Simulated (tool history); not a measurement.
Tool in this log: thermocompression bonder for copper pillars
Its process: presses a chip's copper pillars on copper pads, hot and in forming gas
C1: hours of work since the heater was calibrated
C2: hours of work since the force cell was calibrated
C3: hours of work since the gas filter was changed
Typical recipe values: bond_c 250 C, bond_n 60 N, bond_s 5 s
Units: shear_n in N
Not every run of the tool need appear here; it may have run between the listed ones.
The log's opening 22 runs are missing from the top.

run 23 hour=976.9 | bond_c=250 bond_n=37 bond_s=6 | C1=158 C2=1029 C3=56 | shear_n=27.4
run 24 hour=1017.6 | bond_c=220 bond_n=47 bond_s=3 | C1=187 C2=1058 C3=84 | shear_n=15.8
run 25 hour=1053.6 | bond_c=248 bond_n=71 bond_s=7 | C1=212 C2=1083 C3=110 | shear_n=48.9
run 26 hour=1082.9 | bond_c=232 bond_n=71 bond_s=6 | C1=232 C2=1104 C3=130 | shear_n=37.9
run 27 hour=1123.5 | bond_c=232 bond_n=71 bond_s=8 | C1=261 C2=1132 C3=159 | shear_n=42.1
run 28 hour=1181.1 | bond_c=239 bond_n=51 bond_s=3 | C1=301 C2=1173 C3=199 | shear_n=23.9
run 29 hour=1206.5 | bond_c=235 bond_n=60 bond_s=12 | C1=319 C2=1190 C3=217 | shear_n=43.8
run 30 hour=1241.4 | bond_c=266 bond_n=77 bond_s=5 | C1=343 C2=1215 C3=241 | shear_n=56.5
run 31 hour=1292.3 | bond_c=225 bond_n=66 bond_s=5 | C1=379 C2=1251 C3=277 | shear_n=29.6
run 32 hour=1352.9 | bond_c=241 bond_n=60 bond_s=5 | C1=422 C2=1293 C3=319 | shear_n=34.5
run 33 hour=1398.7 | bond_c=265 bond_n=40 bond_s=3 | C1=454 C2=1325 C3=352 | shear_n=27.8
run 34 hour=1427.1 | bond_c=265 bond_n=40 bond_s=3 | C1=474 C2=1345 C3=371 | shear_n=28.2
run 35 hour=1457.7 | bond_c=250 bond_n=60 bond_s=14 | C1=495 C2=1367 C3=393 | shear_n=54.7
-- hour=1501.3 forming gas filter changed
run 36 hour=1517.4 | bond_c=256 bond_n=60 bond_s=6 | C1=537 C2=1408 C3=11 | shear_n=45.6
run 37 hour=1564.9 | bond_c=256 bond_n=60 bond_s=6 | C1=570 C2=1441 C3=45 | shear_n=45.2
run 38 hour=1620.6 | bond_c=250 bond_n=85 bond_s=5 | C1=609 C2=1480 C3=84 | shear_n=52.2
run 39 hour=1651.8 | bond_c=256 bond_n=41 bond_s=10 | C1=631 C2=1502 C3=105 | shear_n=40.3

5 ways to go on from here, each from the tool as it stands after run 39. What would each give?
run A hour=1699.2 | bond_c=257 bond_n=41 bond_s=5 | C1=664 C2=1536 C3=139 | shear_n=?
run B hour=1699.2 | bond_c=257 bond_n=75 bond_s=13 | C1=664 C2=1536 C3=139 | shear_n=?
run C hour=1699.2 | bond_c=232 bond_n=83 bond_s=6 | C1=664 C2=1536 C3=139 | shear_n=?
run D hour=1699.2 | bond_c=241 bond_n=57 bond_s=10 | C1=664 C2=1536 C3=139 | shear_n=?
run E hour=1699.2 | bond_c=233 bond_n=41 bond_s=3 | C1=664 C2=1536 C3=139 | shear_n=?

run=A shear_n=31.2
run=B shear_n=65.2
run=C shear_n=43.6
run=D shear_n=43.1
run=E shear_n=17.1
Without the tool's unlogged condition, the same runs would have read:
run=A shear_n=31.2
run=B shear_n=65.2
run=C shear_n=43.5
run=D shear_n=43.1
run=E shear_n=17.1

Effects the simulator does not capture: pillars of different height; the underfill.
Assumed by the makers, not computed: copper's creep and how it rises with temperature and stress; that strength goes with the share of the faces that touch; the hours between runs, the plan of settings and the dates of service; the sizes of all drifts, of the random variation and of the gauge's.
